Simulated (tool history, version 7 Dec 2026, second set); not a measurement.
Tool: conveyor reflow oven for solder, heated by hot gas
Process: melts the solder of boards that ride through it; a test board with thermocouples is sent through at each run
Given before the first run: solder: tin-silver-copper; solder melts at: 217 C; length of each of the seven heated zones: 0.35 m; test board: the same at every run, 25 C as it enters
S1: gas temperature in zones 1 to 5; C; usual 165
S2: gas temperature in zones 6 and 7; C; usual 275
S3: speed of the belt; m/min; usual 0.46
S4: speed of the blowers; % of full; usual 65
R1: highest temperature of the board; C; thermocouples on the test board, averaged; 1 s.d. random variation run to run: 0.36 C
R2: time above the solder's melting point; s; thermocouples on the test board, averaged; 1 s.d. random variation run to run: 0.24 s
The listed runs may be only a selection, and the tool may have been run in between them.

run 1 hour=0 | S1=165 S2=275 S3=0.46 S4=65 | R1=257.2 R2=69.3
-- hour=16 flux residue cleaned out of gas plates and filters
run 2 hour=23.7 | S1=165 S2=275 S3=0.46 S4=65 | R1=258.1 R2=69.8
run 3 hour=45.1 | S1=165 S2=275 S3=0.46 S4=65 | R1=257.9 R2=69.4
run 4 hour=59.4 | S1=165 S2=275 S3=0.46 S4=88 | R1=263.1 R2=74.8
run 5 hour=79.7 | S1=165 S2=275 S3=0.46 S4=88 | R1=262.7 R2=75
run 6 hour=89.3 | S1=165 S2=275 S3=0.46 S4=88 | R1=261.9 R2=74.1
run 7 hour=102.8 | S1=165 S2=275 S3=0.46 S4=88 | R1=262.2 R2=75
run 8 hour=116.7 | S1=176 S2=275 S3=0.46 S4=88 | R1=264.2 R2=79.3
run 9 hour=129.6 | S1=165 S2=275 S3=0.46 S4=65 | R1=257.8 R2=69.8
run 10 hour=150.6 | S1=165 S2=275 S3=0.46 S4=65 | R1=257.1 R2=69.6
run 11 hour=165.8 | S1=165 S2=275 S3=0.46 S4=65 | R1=257.3 R2=69.7
run 12 hour=185.8 | S1=162 S2=275 S3=0.46 S4=65 | R1=256.8 R2=68
run 13 hour=202.3 | S1=162 S2=277 S3=0.46 S4=65 | R1=258.7 R2=69.4
run 14 hour=217.4 | S1=165 S2=275 S3=0.46 S4=75 | R1=259.6 R2=72
-- hour=224.8 flux residue cleaned out of gas plates and filters
run 15 hour=233.4 | S1=165 S2=275 S3=0.46 S4=75 | R1=260 R2=72.2
run 16 hour=247.9 | S1=165 S2=275 S3=0.46 S4=75 | R1=259.8 R2=72.4
run 17 hour=269 | S1=165 S2=279 S3=0.497 S4=73 | R1=260.5 R2=66.4
run 18 hour=286.7 | S1=158 S2=266 S3=0.537 S4=55 | R1=239.2 R2=38.7
run 19 hour=295.5 | S1=177 S2=280 S3=0.444 S4=60 | R1=263.9 R2=80.9
run 20 hour=308 | S1=165 S2=274 S3=0.46 S4=65 | R1=256.6 R2=68.9
run 21 hour=328.4 | S1=178 S2=290 S3=0.399 S4=65 | R1=277.1 R2=99.9
run 22 hour=343.1 | S1=178 S2=290 S3=0.399 S4=65 | R1=276.8 R2=99.3
run 23 hour=353.4 | S1=178 S2=290 S3=0.399 S4=65 | R1=276.8 R2=100.1
run 24 hour=369.4 | S1=157 S2=278 S3=0.399 S4=55 | R1=260 R2=80.5
run 25 hour=388 | S1=156 S2=281 S3=0.501 S4=68 | R1=258.2 R2=62
run 26 hour=406.7 | S1=164 S2=281 S3=0.501 S4=68 | R1=259.7 R2=64.8
run 27 hour=425.2 | S1=164 S2=281 S3=0.501 S4=68 | R1=259.6 R2=64.6
-- hour=433.5 flux residue cleaned out of gas plates and filters
run 28 hour=451.5 | S1=165 S2=279 S3=0.394 S4=65 | R1=265.3 R2=89.2
run 29 hour=465 | S1=180 S2=275 S3=0.451 S4=65 | R1=259.8 R2=79.4
run 30 hour=474.9 | S1=180 S2=264 S3=0.374 S4=54 | R1=251.6 R2=90.4
run 31 hour=485.3 | S1=174 S2=264 S3=0.474 S4=54 | R1=244.6 R2=58.5
run 32 hour=504.1 | S1=174 S2=287 S3=0.398 S4=67 | R1=273.9 R2=97.3

Each row is a separate what-if for the run after 32, all from the same tool condition, not one after another. Results?
run A hour=514.4 | S1=155 S2=275 S3=0.51 S4=65 | R1=? R2=?
run B hour=514.4 | S1=168 S2=287 S3=0.398 S4=67 | R1=? R2=?
run C hour=514.4 | S1=160 S2=275 S3=0.38 S4=54 | R1=? R2=?

run=A R1=250.6 R2=53.6
run=B R1=272.8 R2=94.3
run=C R1=258.8 R2=85.5
With no hidden state in the tool, these same runs would have given:
run=A R1=253.3 R2=55.2
run=B R1=275.6 R2=94.9
run=C R1=261.4 R2=86.9

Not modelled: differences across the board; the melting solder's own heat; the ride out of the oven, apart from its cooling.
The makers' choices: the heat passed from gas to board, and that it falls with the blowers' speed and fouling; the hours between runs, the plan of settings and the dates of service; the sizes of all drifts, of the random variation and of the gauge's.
